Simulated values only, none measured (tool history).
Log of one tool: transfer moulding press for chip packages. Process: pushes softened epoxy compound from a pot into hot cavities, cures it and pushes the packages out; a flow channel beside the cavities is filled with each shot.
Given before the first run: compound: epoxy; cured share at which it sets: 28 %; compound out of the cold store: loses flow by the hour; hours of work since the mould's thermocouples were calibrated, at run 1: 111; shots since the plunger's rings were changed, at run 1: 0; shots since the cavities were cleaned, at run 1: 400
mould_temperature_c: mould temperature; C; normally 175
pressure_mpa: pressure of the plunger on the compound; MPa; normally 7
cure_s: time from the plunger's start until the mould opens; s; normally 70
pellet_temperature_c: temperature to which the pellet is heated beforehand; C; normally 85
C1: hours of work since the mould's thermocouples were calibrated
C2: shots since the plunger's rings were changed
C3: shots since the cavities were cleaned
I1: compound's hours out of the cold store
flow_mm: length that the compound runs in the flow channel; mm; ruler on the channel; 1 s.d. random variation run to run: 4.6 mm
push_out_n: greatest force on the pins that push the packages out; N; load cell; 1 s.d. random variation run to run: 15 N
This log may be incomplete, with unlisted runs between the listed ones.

{"run": 1, "hour": 0.0, "mould_temperature_c": 175, "pressure_mpa": 7, "cure_s": 70, "pellet_temperature_c": 85, "C1": 111, "C2": 0, "C3": 400, "I1": 32.8, "flow_mm": 746, "push_out_n": 740}
{"run": 2, "hour": 19.7, "mould_temperature_c": 175, "pressure_mpa": 7, "cure_s": 70, "pellet_temperature_c": 85, "C1": 121, "C2": 241, "C3": 641, "I1": 47.7, "flow_mm": 696, "push_out_n": 709}
{"run": 3, "hour": 47.1, "mould_temperature_c": 175, "pressure_mpa": 7.18, "cure_s": 70, "pellet_temperature_c": 85, "C1": 135, "C2": 577, "C3": 977, "I1": 11.2, "flow_mm": 834, "push_out_n": 763}
{"hour": 52.1, "done": "cavities cleaned with cleaning compound and waxed"}
{"run": 4, "hour": 62.4, "mould_temperature_c": 175, "pressure_mpa": 7, "cure_s": 93, "pellet_temperature_c": 85, "C1": 142, "C2": 746, "C3": 126, "I1": 43.7, "flow_mm": 712, "push_out_n": 446}
{"run": 5, "hour": 79.1, "mould_temperature_c": 175, "pressure_mpa": 7, "cure_s": 93, "pellet_temperature_c": 85, "C1": 150, "C2": 950, "C3": 330, "I1": 42.9, "flow_mm": 720, "push_out_n": 460}
{"run": 6, "hour": 91.7, "mould_temperature_c": 175, "pressure_mpa": 7, "cure_s": 93, "pellet_temperature_c": 85, "C1": 156, "C2": 1105, "C3": 485, "I1": 25, "flow_mm": 772, "push_out_n": 431}
{"run": 7, "hour": 104.4, "mould_temperature_c": 175, "pressure_mpa": 7, "cure_s": 70, "pellet_temperature_c": 85, "C1": 163, "C2": 1261, "C3": 641, "I1": 15.2, "flow_mm": 798, "push_out_n": 762}
{"run": 8, "hour": 123.6, "mould_temperature_c": 175, "pressure_mpa": 5.48, "cure_s": 70, "pellet_temperature_c": 91, "C1": 172, "C2": 1496, "C3": 876, "I1": 15.5, "flow_mm": 710, "push_out_n": 756}
{"hour": 136.9, "done": "cavities cleaned with cleaning compound and waxed"}
{"run": 9, "hour": 149.1, "mould_temperature_c": 175, "pressure_mpa": 5.48, "cure_s": 70, "pellet_temperature_c": 91, "C1": 185, "C2": 1791, "C3": 150, "I1": 39.1, "flow_mm": 634, "push_out_n": 713}
{"run": 10, "hour": 166.8, "mould_temperature_c": 183, "pressure_mpa": 7, "cure_s": 68, "pellet_temperature_c": 85, "C1": 193, "C2": 2007, "C3": 366, "I1": 26.9, "flow_mm": 750, "push_out_n": 495}
{"run": 11, "hour": 184.9, "mould_temperature_c": 183, "pressure_mpa": 6.28, "cure_s": 68, "pellet_temperature_c": 89, "C1": 203, "C2": 2229, "C3": 588, "I1": 34.6, "flow_mm": 683, "push_out_n": 481}

Run 12, settings as shown, results not yet in. Your forecast:
{"run": 12, "hour": 203.9, "mould_temperature_c": 173, "pressure_mpa": 7.16, "cure_s": 71, "pellet_temperature_c": 93, "C1": 212, "C2": 2462, "C3": 821, "I1": 47.5, "flow_mm": "?", "push_out_n": "?"}

flow_mm: 707 mm
push_out_n: 750 N
On a tool with no hidden condition, and with the same random variation, this run would have come out at flow_mm 707 mm, push_out_n 744 N.
